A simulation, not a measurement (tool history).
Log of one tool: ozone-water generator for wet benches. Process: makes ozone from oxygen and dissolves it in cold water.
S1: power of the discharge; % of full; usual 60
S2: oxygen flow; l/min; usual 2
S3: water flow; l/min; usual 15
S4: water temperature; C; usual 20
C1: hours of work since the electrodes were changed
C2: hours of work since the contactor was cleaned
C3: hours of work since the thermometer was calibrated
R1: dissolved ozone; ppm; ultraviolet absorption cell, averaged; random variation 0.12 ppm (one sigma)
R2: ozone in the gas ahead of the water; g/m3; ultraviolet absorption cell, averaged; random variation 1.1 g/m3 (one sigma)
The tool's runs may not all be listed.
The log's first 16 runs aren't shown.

{"run": 17, "hour": 1351.5, "S1": 77, "S2": 2.89, "S3": 15, "S4": 20, "C1": 1254, "C2": 2815, "C3": 4064, "R1": 11.4, "R2": 171.5}
{"run": 18, "hour": 1404.5, "S1": 60, "S2": 1.36, "S3": 17, "S4": 17, "C1": 1287, "C2": 2848, "C3": 4097, "R1": 8.4, "R2": 241.5}
{"run": 19, "hour": 1506.3, "S1": 57, "S2": 2, "S3": 15, "S4": 20, "C1": 1351, "C2": 2912, "C3": 4161, "R1": 9.7, "R2": 180.3}
{"run": 20, "hour": 1608.5, "S1": 69, "S2": 3.53, "S3": 15, "S4": 20, "C1": 1414, "C2": 2975, "C3": 4224, "R1": 10.5, "R2": 139}
{"run": 21, "hour": 1671.1, "S1": 60, "S2": 2, "S3": 13, "S4": 20, "C1": 1453, "C2": 3015, "C3": 4264, "R1": 11.4, "R2": 185.5}
{"run": 22, "hour": 1755.3, "S1": 60, "S2": 2, "S3": 13, "S4": 20, "C1": 1506, "C2": 3067, "C3": 4316, "R1": 11.4, "R2": 186.6}
{"run": 23, "hour": 1835.5, "S1": 54, "S2": 1.13, "S3": 16, "S4": 22, "C1": 1556, "C2": 3117, "C3": 4366, "R1": 8.1, "R2": 254}
{"run": 24, "hour": 1939.3, "S1": 63, "S2": 3.07, "S3": 16, "S4": 13, "C1": 1620, "C2": 3182, "C3": 4431, "R1": 10, "R2": 143.1}
{"run": 25, "hour": 2052.7, "S1": 63, "S2": 3.07, "S3": 16, "S4": 13, "C1": 1691, "C2": 3252, "C3": 4501, "R1": 9.8, "R2": 142.2}
{"run": 26, "hour": 2125.4, "S1": 86, "S2": 1.4, "S3": 15, "S4": 13, "C1": 1736, "C2": 3298, "C3": 4547, "R1": 12.7, "R2": 291.7}
{"run": 27, "hour": 2191.0, "S1": 89, "S2": 2.1, "S3": 15, "S4": 20, "C1": 1777, "C2": 3339, "C3": 4588, "R1": 12.2, "R2": 229.4}
{"run": 28, "hour": 2297.5, "S1": 89, "S2": 2.1, "S3": 15, "S4": 20, "C1": 1844, "C2": 3405, "C3": 4654, "R1": 12.2, "R2": 228.3}
{"run": 29, "hour": 2384.8, "S1": 89, "S2": 2.1, "S3": 15, "S4": 20, "C1": 1898, "C2": 3459, "C3": 4708, "R1": 12.3, "R2": 226.1}
{"run": 30, "hour": 2471.3, "S1": 84, "S2": 2.27, "S3": 16, "S4": 26, "C1": 1952, "C2": 3513, "C3": 4762, "R1": 10.3, "R2": 207.9}
{"hour": 2488.9, "done": "water thermometer calibrated"}
{"run": 31, "hour": 2547.7, "S1": 93, "S2": 2.27, "S3": 16, "S4": 13, "C1": 1999, "C2": 3561, "C3": 37, "R1": 12.6, "R2": 223.4}
{"run": 32, "hour": 2663.2, "S1": 82, "S2": 2, "S3": 15, "S4": 14, "C1": 2071, "C2": 3633, "C3": 109, "R1": 12.1, "R2": 223.1}

Forecast each of these 3 alternatives for the next run:
{"run": "A", "hour": 2764.1, "S1": 60, "S2": 1, "S3": 15, "S4": 20, "C1": 2134, "C2": 3696, "C3": 172, "R1": "?", "R2": "?"}
{"run": "B", "hour": 2764.1, "S1": 60, "S2": 2, "S3": 15, "S4": 28, "C1": 2134, "C2": 3696, "C3": 172, "R1": "?", "R2": "?"}
{"run": "C", "hour": 2764.1, "S1": 82, "S2": 1.36, "S3": 9, "S4": 14, "C1": 2134, "C2": 3696, "C3": 172, "R1": "?", "R2": "?"}

run=A R1=9 R2=288.8
run=B R1=8.6 R2=181.8
run=C R1=21.9 R2=283.9
Without the tool's hidden state the same runs would have given:
run=A R1=10.1 R2=307.2
run=B R1=9.6 R2=193.5
run=C R1=24.7 R2=306.4
